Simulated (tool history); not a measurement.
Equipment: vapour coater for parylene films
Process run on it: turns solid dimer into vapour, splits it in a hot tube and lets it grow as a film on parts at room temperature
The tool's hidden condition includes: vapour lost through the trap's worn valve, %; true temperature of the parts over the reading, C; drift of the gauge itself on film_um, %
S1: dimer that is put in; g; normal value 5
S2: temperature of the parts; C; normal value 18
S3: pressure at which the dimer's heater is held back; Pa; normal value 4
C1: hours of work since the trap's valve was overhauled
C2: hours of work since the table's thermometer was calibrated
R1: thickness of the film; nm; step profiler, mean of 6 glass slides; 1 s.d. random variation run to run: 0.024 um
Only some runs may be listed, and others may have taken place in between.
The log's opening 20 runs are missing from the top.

run     day  S1  S2     S3   C1    C2    R1
 21  46.779   5  18      4  162   152  1490
 22    48.8   5  18      4  204   195  1520
 23  51.638   5  18      4  265   255  1470
     52.642  -- trap's valve overhauled
 24  54.008   5  18      4   29   302  1630
 25  55.679   3  15    8.2   64   338   960
 26  58.517   3  15    8.2  125   398   960
 27  60.396   3  15    8.2  165   438   960
 28  62.196   3  15    8.2  203   476   890
 29  65.104   3  15    8.2  264   538   880
     66.167  -- trap's valve overhauled
 30  66.962   3  18   2.62   17   574  1020
 31  69.862   3  18   2.62   78   635  1010
 32  72.412   2  17  11.08  133   689   580
 33  74.421   2  17      4  175   732   610
 34  77.279   2  17      4  236   793   590
 35  79.146   2  17      4  275   832   570
     79.629  -- trap's valve overhauled
 36  81.042   2  17      4   30   869   700
 37  84.008   3  24   6.26   93   932   750
 38  86.767   7  18      4  151   990  2120
 39  88.058   7  18      4  179  1018  2150
 40  90.267   7  18      4  226  1065  2100
 41  92.271   5  18      4  268  1107  1450
     93.117  -- trap's valve overhauled
 42  93.696   5  13   5.96   12  1134  1850
 43  94.942   4  19   2.62   39  1160  1360
 44  96.175   7  25   7.26   65  1186  1750

Below are 4 alternative next runs, each starting from the tool's condition after run 44. Predict each:
  A  98.2   5  18  11.01  108  1229   ?
  B  98.2   5  12      4  108  1229   ?
  C  98.2   4  25   9.78  108  1229   ?
  D  98.2   7  17   3.56  108  1229   ?

run    R1
  A  1420
  B  1880
  C   940
  D  2360
With the hidden condition removed and each run's random variation left untouched, the same runs would have given:
run    R1
  A  1490
  B  1970
  C   980
  D  2470
